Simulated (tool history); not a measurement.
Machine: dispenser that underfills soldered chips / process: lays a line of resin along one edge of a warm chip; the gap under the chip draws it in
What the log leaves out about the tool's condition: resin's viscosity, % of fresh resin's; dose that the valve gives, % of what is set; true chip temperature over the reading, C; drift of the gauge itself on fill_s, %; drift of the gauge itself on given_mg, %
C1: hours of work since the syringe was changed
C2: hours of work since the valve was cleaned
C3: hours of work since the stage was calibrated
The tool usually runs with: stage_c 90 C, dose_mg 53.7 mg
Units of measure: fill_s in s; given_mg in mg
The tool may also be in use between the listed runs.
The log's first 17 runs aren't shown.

At hour 198.9: new syringe of resin.
Run 18, hour 198.9: usual settings; C1 0; C2 81; C3 167. Result: fill_s 142.5 s, given_mg 49.71 mg.
At hour 210.8: new syringe of resin.
Run 19, hour 211.3: usual settings but stage_c 101 C; C1 0; C2 90; C3 175. Result: fill_s 89.6 s, given_mg 48.94 mg.
At hour 222.6: new syringe of resin.
Run 20, hour 222.6: usual settings but stage_c 77 C, dose_mg 66.0 mg; C1 0; C2 98; C3 183. Result: fill_s 265.7 s, given_mg 60.31 mg.
Run 21, hour 232.7: usual settings but stage_c 77 C, dose_mg 66.0 mg; C1 7; C2 105; C3 191. Result: fill_s 480.8 s, given_mg 59.46 mg.
At hour 234.4: new syringe of resin.
Run 22, hour 240.5: usual settings but dose_mg 49.8 mg; C1 4; C2 111; C3 196. Result: fill_s 212.9 s, given_mg 44.80 mg.
At hour 246.1: new syringe of resin.
Run 23, hour 251.5: usual settings but stage_c 101 C, dose_mg 50.2 mg; C1 4; C2 119; C3 204. Result: fill_s 126.2 s, given_mg 44.60 mg.
At hour 258.0: new syringe of resin.
Run 24, hour 264.1: usual settings but stage_c 95 C; C1 4; C2 128; C3 213. Result: fill_s 172.0 s, given_mg 47.47 mg.
At hour 270.3: new syringe of resin.
At hour 273.2: dispensing valve cleaned and set on the balance.
Run 25, hour 273.9: usual settings but stage_c 81 C, dose_mg 50.4 mg; C1 2; C2 1; C3 219. Result: fill_s 260.2 s, given_mg 50.39 mg.
At hour 283.3: new syringe of resin.
Run 26, hour 288.2: usual settings but stage_c 81 C, dose_mg 50.4 mg; C1 4; C2 11; C3 229. Result: fill_s 298.6 s, given_mg 50.21 mg.
At hour 296.0: new syringe of resin.
Run 27, hour 303.3: usual settings but stage_c 81 C, dose_mg 50.4 mg; C1 5; C2 22; C3 240. Result: fill_s 352.7 s, given_mg 49.33 mg.
At hour 307.8: new syringe of resin.
Run 28, hour 315.9: usual settings but stage_c 81 C, dose_mg 50.4 mg; C1 6; C2 31; C3 249. Result: fill_s 369.5 s, given_mg 48.45 mg.
At hour 320.3: new syringe of resin.
Run 29, hour 329.9: usual settings but stage_c 95 C, dose_mg 57.1 mg; C1 7; C2 40; C3 259. Result: fill_s 200.3 s, given_mg 55.12 mg.
At hour 332.8: new syringe of resin.
At hour 344.7: new syringe of resin.
Run 30, hour 344.7: usual settings but dose_mg 62.0 mg; C1 0; C2 51; C3 269. Result: fill_s 142.1 s, given_mg 58.83 mg.
At hour 356.8: new syringe of resin.
Run 31, hour 357.8: usual settings but stage_c 92 C, dose_mg 64.9 mg; C1 1; C2 60; C3 279. Result: fill_s 138.0 s, given_mg 61.20 mg.
At hour 368.6: new syringe of resin.
Run 32, hour 368.6: usual settings but stage_c 101 C, dose_mg 63.3 mg; C1 0; C2 68; C3 286. Result: fill_s 88.9 s, given_mg 59.33 mg.
At hour 381.1: new syringe of resin.
Run 33, hour 382.9: usual settings but stage_c 101 C, dose_mg 63.3 mg; C1 1; C2 78; C3 297. Result: fill_s 96.9 s, given_mg 58.62 mg.
Run 34, hour 390.5: usual settings but stage_c 85 C, dose_mg 60.0 mg; C1 7; C2 83; C3 302. Result: fill_s 319.7 s, given_mg 55.40 mg.
At hour 393.8: new syringe of resin.
Run 35, hour 397.5: usual settings but stage_c 76 C, dose_mg 65.9 mg; C1 3; C2 88; C3 307. Result: fill_s 366.5 s, given_mg 60.49 mg.

3 options for the next run, each taken on its own from the tool as it stands now. Forecast them:
At hour 405.8: new syringe of resin.
Run A, hour 406.3: usual settings but stage_c 99 C, dose_mg 46.7 mg; C1 0; C2 95; C3 313. Result: fill_s ?, given_mg ?.
At hour 405.8: new syringe of resin.
Run B, hour 406.3: usual settings but stage_c 98 C, dose_mg 62.4 mg; C1 0; C2 95; C3 313. Result: fill_s ?, given_mg ?.
At hour 405.8: new syringe of resin.
Run C, hour 406.3: usual settings but stage_c 84 C, dose_mg 55.0 mg; C1 0; C2 95; C3 313. Result: fill_s ?, given_mg ?.

run  fill_s  given_mg
  A   103.6     42.17
  B   102.6     56.86
  C   204.6     50.04
Take away the tool's hidden state, keep each run's random variation, and the runs would have read:
run  fill_s  given_mg
  A    90.2     46.23
  B    91.1     62.33
  C   179.2     54.86
